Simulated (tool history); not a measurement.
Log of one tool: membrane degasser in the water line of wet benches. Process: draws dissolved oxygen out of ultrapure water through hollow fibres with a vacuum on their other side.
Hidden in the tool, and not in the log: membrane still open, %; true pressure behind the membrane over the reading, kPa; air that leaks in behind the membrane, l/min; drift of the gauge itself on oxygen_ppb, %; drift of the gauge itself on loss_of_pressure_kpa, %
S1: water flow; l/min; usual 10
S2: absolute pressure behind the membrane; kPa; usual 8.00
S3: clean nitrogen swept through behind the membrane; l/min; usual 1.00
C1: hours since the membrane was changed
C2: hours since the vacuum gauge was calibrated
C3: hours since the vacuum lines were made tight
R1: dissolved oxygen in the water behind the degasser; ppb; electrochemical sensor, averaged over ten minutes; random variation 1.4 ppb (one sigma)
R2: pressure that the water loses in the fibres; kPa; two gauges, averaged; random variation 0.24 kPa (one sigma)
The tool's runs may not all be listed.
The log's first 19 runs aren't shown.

run 20 hour=3160.2 | S1=10 S2=7.57 S3=2.19 | C1=7606 C2=6969 C3=2891 | R1=73.6 R2=61.81
run 21 hour=3357.9 | S1=14 S2=5.13 S3=0.77 | C1=7804 C2=7166 C3=3089 | R1=136.8 R2=86.94
run 22 hour=3460.6 | S1=7 S2=4.80 S3=0.77 | C1=7907 C2=7269 C3=3191 | R1=44.5 R2=43.50
-- hour=3476.4 vacuum gauge calibrated
run 23 hour=3662.7 | S1=8 S2=6.61 S3=0.41 | C1=8108 C2=186 C3=3393 | R1=160.6 R2=49.33
run 24 hour=3840.1 | S1=12 S2=9.25 S3=2.59 | C1=8285 C2=364 C3=3570 | R1=108.3 R2=74.36
run 25 hour=4064.8 | S1=7 S2=4.92 S3=1.49 | C1=8510 C2=588 C3=3795 | R1=30.4 R2=43.43
run 26 hour=4191.1 | S1=7 S2=4.92 S3=1.49 | C1=8636 C2=715 C3=3921 | R1=30.6 R2=43.19
run 27 hour=4305.9 | S1=7 S2=4.92 S3=1.49 | C1=8751 C2=829 C3=4036 | R1=30.3 R2=43.61
run 28 hour=4400.1 | S1=7 S2=4.92 S3=1.49 | C1=8845 C2=924 C3=4130 | R1=30.6 R2=43.38
run 29 hour=4513.1 | S1=9 S2=7.12 S3=0.89 | C1=8958 C2=1037 C3=4243 | R1=113.5 R2=55.65
run 30 hour=4655.5 | S1=7 S2=6.96 S3=0.98 | C1=9101 C2=1179 C3=4386 | R1=75.1 R2=43.21
run 31 hour=4793.4 | S1=7 S2=5.54 S3=0.49 | C1=9239 C2=1317 C3=4523 | R1=85.1 R2=43.53
run 32 hour=5006.8 | S1=6 S2=9.28 S3=0.46 | C1=9452 C2=1530 C3=4737 | R1=188.2 R2=37.15

4 ways to go on from here, each from the tool as it stands after run 32. What would each give?
run A hour=5167.2 | S1=8 S2=9.13 S3=0.46 | C1=9613 C2=1691 C3=4897 | R1=? R2=?
run B hour=5167.2 | S1=6 S2=5.80 S3=0.43 | C1=9613 C2=1691 C3=4897 | R1=? R2=?
run C hour=5167.2 | S1=12 S2=10.62 S3=0.62 | C1=9613 C2=1691 C3=4897 | R1=? R2=?
run D hour=5167.2 | S1=12 S2=11.01 S3=1.36 | C1=9613 C2=1691 C3=4897 | R1=? R2=?

run=A R1=243.0 R2=49.96
run=B R1=89.8 R2=37.00
run=C R1=352.0 R2=74.89
run=D R1=199.1 R2=74.30
Without the tool's hidden state the same runs would have given:
run=A R1=242.7 R2=49.91
run=B R1=89.7 R2=36.96
run=C R1=351.6 R2=74.81
run=D R1=198.7 R2=74.21
